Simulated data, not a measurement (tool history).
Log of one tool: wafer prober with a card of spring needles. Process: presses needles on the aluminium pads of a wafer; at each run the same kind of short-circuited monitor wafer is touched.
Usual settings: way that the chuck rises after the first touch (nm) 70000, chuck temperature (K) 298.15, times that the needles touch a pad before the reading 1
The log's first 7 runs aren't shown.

run   hour  way that the chuck rises after the first touch (nm)  chuck temperature (K)  times that the needles touch a pad before the reading  resistance of one needle with its contact and lead (mohm)  way that a needle slides on the pad (nm)
     132.1  -- tips cleaned on abrasive film
  8  138.2                                                70000                 298.15                                                      1                                                        277                                      9120
     148.9  -- tips cleaned on abrasive film
  9  153.9                                                70000                 298.15                                                      2                                                        270                                      9130
     165.3  -- tips cleaned on abrasive film
 10  179.7                                                70000                 298.15                                                      1                                                        289                                      9090
     182.1  -- tips cleaned on abrasive film
     198.1  -- tips cleaned on abrasive film
 11  198.1                                                70000                 298.15                                                      1                                                        261                                      9070
     214.5  -- tips cleaned on abrasive film
 12  216.2                                                70000                 365.15                                                      1                                                        286                                      9070
     232.5  -- tips cleaned on abrasive film
 13  237.3                                                70000                 365.15                                                      1                                                        296                                      9080
     248.3  -- tips cleaned on abrasive film
 14  253.3                                                70000                 350.15                                                      1                                                        294                                      9080
     256.1  -- height of the first contact set anew
     265.0  -- tips cleaned on abrasive film
 15  274.6                                                70000                 350.15                                                      1                                                        299                                      9270
     281.7  -- tips cleaned on abrasive film
 16  294.0                                                70000                 298.15                                                      1                                                        289                                      9200

Run 17 comes next. What will it give?
     298.6  -- tips cleaned on abrasive film
 17  312.8                                                70000                 298.15                                                      1                                                          ?                                         ?

resistance of one needle with its contact and lead (mohm): 291
way that a needle slides on the pad (nm): 9270
Without the tool's hidden state the same run would have given resistance of one needle with its contact and lead (mohm) 257, way that a needle slides on the pad (nm) 9300.
